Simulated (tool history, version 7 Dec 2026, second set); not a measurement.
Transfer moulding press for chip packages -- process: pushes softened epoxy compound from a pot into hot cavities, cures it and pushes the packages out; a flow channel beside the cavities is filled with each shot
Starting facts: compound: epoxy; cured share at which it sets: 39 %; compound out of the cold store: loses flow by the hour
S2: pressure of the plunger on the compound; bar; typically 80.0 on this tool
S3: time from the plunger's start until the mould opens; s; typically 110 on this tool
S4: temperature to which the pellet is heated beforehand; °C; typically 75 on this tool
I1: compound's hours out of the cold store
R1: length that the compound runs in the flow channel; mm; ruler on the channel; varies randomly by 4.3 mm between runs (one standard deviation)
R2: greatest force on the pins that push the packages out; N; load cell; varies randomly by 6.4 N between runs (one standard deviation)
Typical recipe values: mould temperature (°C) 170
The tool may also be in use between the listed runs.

{"run": 1, "day": 0.0, "mould temperature (°C)": 170, "S2": 80.0, "S3": 110, "S4": 75, "I1": 11.8, "R1": 701, "R2": 362}
{"run": 2, "day": 0.421, "mould temperature (°C)": 170, "S2": 80.0, "S3": 110, "S4": 75, "I1": 9.0, "R1": 690, "R2": 398}
{"run": 3, "day": 0.658, "mould temperature (°C)": 170, "S2": 80.0, "S3": 110, "S4": 75, "I1": 19.1, "R1": 682, "R2": 388}
{"run": 4, "day": 0.975, "mould temperature (°C)": 170, "S2": 80.0, "S3": 110, "S4": 75, "I1": 42.6, "R1": 627, "R2": 401}
{"run": 5, "day": 1.333, "mould temperature (°C)": 171, "S2": 80.0, "S3": 110, "S4": 75, "I1": 21.1, "R1": 670, "R2": 398}
{"day": 1.6, "done": "cavities cleaned with cleaning compound and waxed"}
{"run": 6, "day": 1.6, "mould temperature (°C)": 171, "S2": 80.0, "S3": 110, "S4": 75, "I1": 16.7, "R1": 675, "R2": 476}
{"run": 7, "day": 1.846, "mould temperature (°C)": 171, "S2": 80.0, "S3": 110, "S4": 75, "I1": 24.7, "R1": 657, "R2": 447}
{"run": 8, "day": 2.104, "mould temperature (°C)": 171, "S2": 80.0, "S3": 110, "S4": 75, "I1": 45.9, "R1": 617, "R2": 466}
{"day": 2.396, "done": "cavities cleaned with cleaning compound and waxed, once more"}
{"run": 9, "day": 2.496, "mould temperature (°C)": 171, "S2": 80.0, "S3": 110, "S4": 75, "I1": 11.2, "R1": 693, "R2": 264}
{"run": 10, "day": 2.875, "mould temperature (°C)": 171, "S2": 80.0, "S3": 110, "S4": 82, "I1": 23.4, "R1": 665, "R2": 273}
{"run": 11, "day": 3.242, "mould temperature (°C)": 171, "S2": 80.0, "S3": 110, "S4": 82, "I1": 21.0, "R1": 667, "R2": 298}
{"run": 12, "day": 3.538, "mould temperature (°C)": 170, "S2": 80.0, "S3": 110, "S4": 75, "I1": 20.0, "R1": 666, "R2": 321}
{"run": 13, "day": 3.788, "mould temperature (°C)": 175, "S2": 80.0, "S3": 110, "S4": 75, "I1": 24.5, "R1": 653, "R2": 301}
{"run": 14, "day": 3.979, "mould temperature (°C)": 175, "S2": 80.0, "S3": 110, "S4": 75, "I1": 32.9, "R1": 630, "R2": 332}
{"run": 15, "day": 4.2, "mould temperature (°C)": 175, "S2": 80.0, "S3": 110, "S4": 75, "I1": 30.0, "R1": 639, "R2": 319}
{"run": 16, "day": 4.604, "mould temperature (°C)": 170, "S2": 80.0, "S3": 144, "S4": 76, "I1": 44.4, "R1": 626, "R2": 335}
{"run": 17, "day": 4.842, "mould temperature (°C)": 175, "S2": 80.9, "S3": 144, "S4": 76, "I1": 39.1, "R1": 615, "R2": 331}
{"run": 18, "day": 5.112, "mould temperature (°C)": 165, "S2": 76.4, "S3": 144, "S4": 76, "I1": 27.7, "R1": 664, "R2": 373}
{"run": 19, "day": 5.404, "mould temperature (°C)": 170, "S2": 98.6, "S3": 110, "S4": 75, "I1": 22.1, "R1": 730, "R2": 395}
{"run": 20, "day": 5.625, "mould temperature (°C)": 168, "S2": 80.0, "S3": 104, "S4": 77, "I1": 26.2, "R1": 664, "R2": 451}
{"day": 5.888, "done": "cavities cleaned with cleaning compound and waxed"}
{"run": 21, "day": 5.967, "mould temperature (°C)": 170, "S2": 60.3, "S3": 110, "S4": 75, "I1": 42.5, "R1": 540, "R2": 260}
{"run": 22, "day": 6.221, "mould temperature (°C)": 170, "S2": 60.3, "S3": 110, "S4": 75, "I1": 21.3, "R1": 586, "R2": 286}
{"run": 23, "day": 6.467, "mould temperature (°C)": 170, "S2": 60.3, "S3": 110, "S4": 75, "I1": 32.4, "R1": 562, "R2": 287}
{"run": 24, "day": 6.7, "mould temperature (°C)": 164, "S2": 60.3, "S3": 110, "S4": 75, "I1": 8.4, "R1": 615, "R2": 435}
{"run": 25, "day": 6.958, "mould temperature (°C)": 170, "S2": 83.3, "S3": 110, "S4": 66, "I1": 47.0, "R1": 632, "R2": 324}
{"run": 26, "day": 7.183, "mould temperature (°C)": 170, "S2": 90.3, "S3": 110, "S4": 65, "I1": 38.3, "R1": 664, "R2": 318}
{"run": 27, "day": 7.546, "mould temperature (°C)": 170, "S2": 84.9, "S3": 110, "S4": 83, "I1": 18.8, "R1": 691, "R2": 356}
{"run": 28, "day": 7.954, "mould temperature (°C)": 170, "S2": 84.9, "S3": 110, "S4": 83, "I1": 33.6, "R1": 657, "R2": 368}

Forecast each of these 5 alternatives for the next run:
{"run": "A", "day": 8.288, "mould temperature (°C)": 172, "S2": 80.0, "S3": 110, "S4": 75, "I1": 36.6, "R1": "?", "R2": "?"}
{"run": "B", "day": 8.288, "mould temperature (°C)": 170, "S2": 64.6, "S3": 131, "S4": 83, "I1": 20.5, "R1": "?", "R2": "?"}
{"run": "C", "day": 8.288, "mould temperature (°C)": 170, "S2": 60.1, "S3": 123, "S4": 71, "I1": 10.6, "R1": "?", "R2": "?"}
{"run": "D", "day": 8.288, "mould temperature (°C)": 173, "S2": 80.0, "S3": 110, "S4": 75, "I1": 41.4, "R1": "?", "R2": "?"}
{"run": "E", "day": 8.288, "mould temperature (°C)": 170, "S2": 80.0, "S3": 133, "S4": 75, "I1": 32.3, "R1": "?", "R2": "?"}

run=A R1=618 R2=363
run=B R1=595 R2=352
run=C R1=596 R2=356
run=D R1=618 R2=371
run=E R1=642 R2=368
Take away the tool's hidden state, keep each run's random variation, and the runs would have read:
run=A R1=638 R2=241
run=B R1=614 R2=232
run=C R1=616 R2=236
run=D R1=638 R2=248
run=E R1=663 R2=243
